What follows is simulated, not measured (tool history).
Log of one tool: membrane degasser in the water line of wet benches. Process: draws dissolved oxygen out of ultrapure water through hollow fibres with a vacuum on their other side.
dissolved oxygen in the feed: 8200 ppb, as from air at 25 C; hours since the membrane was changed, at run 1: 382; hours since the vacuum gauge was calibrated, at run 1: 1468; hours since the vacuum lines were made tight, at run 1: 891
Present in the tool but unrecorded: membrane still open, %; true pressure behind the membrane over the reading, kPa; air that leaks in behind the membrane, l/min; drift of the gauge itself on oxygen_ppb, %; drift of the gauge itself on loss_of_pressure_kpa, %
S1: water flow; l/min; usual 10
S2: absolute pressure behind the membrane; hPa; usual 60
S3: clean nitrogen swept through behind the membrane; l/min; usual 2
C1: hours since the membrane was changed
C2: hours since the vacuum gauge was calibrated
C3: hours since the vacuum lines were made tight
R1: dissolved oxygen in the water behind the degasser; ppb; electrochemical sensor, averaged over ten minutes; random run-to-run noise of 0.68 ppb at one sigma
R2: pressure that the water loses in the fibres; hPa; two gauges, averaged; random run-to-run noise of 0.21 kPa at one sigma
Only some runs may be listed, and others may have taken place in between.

Run 1, day 0: usual settings; C1 382; C2 1468; C3 891. Result: R1 62.5 ppb, R2 512.6 hPa.
Run 2, day 5.404: usual settings; C1 512; C2 1598; C3 1020. Result: R1 63.9 ppb, R2 512.4 hPa.
Run 3, day 9.462: usual settings; C1 609; C2 1696; C3 1118. Result: R1 62.6 ppb, R2 510.2 hPa.
Run 4, day 13.262: usual settings; C1 700; C2 1787; C3 1209. Result: R1 64.8 ppb, R2 513 hPa.
Run 5, day 16.829: usual settings; C1 786; C2 1872; C3 1295. Result: R1 63 ppb, R2 510.6 hPa.
Run 6, day 22.104: usual settings; C1 912; C2 1999; C3 1421. Result: R1 63.6 ppb, R2 517.5 hPa.
Run 7, day 26.971: usual settings; C1 1029; C2 2116; C3 1538. Result: R1 63.1 ppb, R2 519.4 hPa.
Run 8, day 32.188: usual settings; C1 1154; C2 2241; C3 1663. Result: R1 65.2 ppb, R2 520.5 hPa.
Run 9, day 37.004: usual settings but S3 2.61 l/min; C1 1270; C2 2357; C3 1779. Result: R1 55.4 ppb, R2 517.6 hPa.
Run 10, day 40.85: usual settings but S2 146.7 hPa; C1 1362; C2 2449; C3 1871. Result: R1 171 ppb, R2 515.7 hPa.
Run 11, day 45.883: usual settings but S2 146.7 hPa; C1 1483; C2 2570; C3 1992. Result: R1 172.5 ppb, R2 517.1 hPa.

For each run, the measured value with the value that run would have given without the tool's hidden condition subtracted. The run-to-run variation is shared by both, the gauge scatter possibly not:
run    R1    R2
  1  +1.9  +1.5
  2  +2.3  +1.9
  3  +2.5  +2.2
  4  +2.7  +2.5
  5  +2.8  +2.8
  6  +3.1  +3.2
  7  +3.3  +3.6
  8  +3.5    +4
  9  +3.2  +4.4
 10  +5.7  +4.8
 11  +6.1  +5.2

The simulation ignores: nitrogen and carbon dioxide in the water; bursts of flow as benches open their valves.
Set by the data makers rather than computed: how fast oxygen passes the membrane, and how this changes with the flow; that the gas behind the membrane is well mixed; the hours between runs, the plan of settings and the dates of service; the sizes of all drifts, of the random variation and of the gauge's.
